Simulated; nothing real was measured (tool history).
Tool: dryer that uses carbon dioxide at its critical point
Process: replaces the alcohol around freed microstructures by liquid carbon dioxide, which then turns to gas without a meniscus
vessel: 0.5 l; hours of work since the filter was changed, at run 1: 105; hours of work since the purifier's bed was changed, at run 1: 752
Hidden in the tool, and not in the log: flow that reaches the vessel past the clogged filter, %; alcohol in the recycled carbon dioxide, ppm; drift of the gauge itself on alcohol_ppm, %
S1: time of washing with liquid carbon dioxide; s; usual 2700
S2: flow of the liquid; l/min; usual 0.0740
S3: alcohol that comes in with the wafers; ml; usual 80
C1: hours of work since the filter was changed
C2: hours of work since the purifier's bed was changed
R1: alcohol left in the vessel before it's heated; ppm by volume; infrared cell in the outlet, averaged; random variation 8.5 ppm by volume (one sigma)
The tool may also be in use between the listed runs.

run,hour,S1,S2,S3,C1,C2,R1
1,0.0,2700,0.0740,80,105,752,599
2,11.0,2700,0.0740,80,113,760,605
3,21.7,2700,0.0740,80,121,768,602
4,39.0,2700,0.0740,80,134,781,605
5,60.0,2700,0.0740,80,150,797,607
6,70.5,2700,0.0802,80,158,805,443
7,92.8,2700,0.0740,80,175,822,646
8,106.6,2700,0.0637,80,185,832,1195
9,121.4,3420,0.0740,80,196,843,239
10,135.3,3420,0.0740,80,207,854,244
11,150.9,2160,0.0495,79,219,865,7039
12,166.5,1680,0.0915,80,230,877,2115
13,177.6,2700,0.0502,37,239,886,1525
14,194.5,2700,0.1152,24,252,898,143
15,207.0,1620,0.0544,113,261,908,17703
16,225.2,3540,0.0578,42,275,921,346
17,250.0,3600,0.0563,33,293,940,332
18,266.8,3840,0.0940,97,306,953,143

5 ways to go on from here, each from the tool as it stands after run 18. What would each give?
A,291.4,3840,0.0472,25,325,971,?
B,291.4,2700,0.1146,43,325,971,?
C,291.4,3300,0.1222,65,325,971,?
D,291.4,2640,0.0740,43,325,971,?
E,291.4,3120,0.0918,88,325,971,?

run,R1
A,393
B,160
C,139
D,471
E,202
Without the tool's hidden state the same runs would have given:
run,R1
A,214
B,17
C,0
D,280
E,52
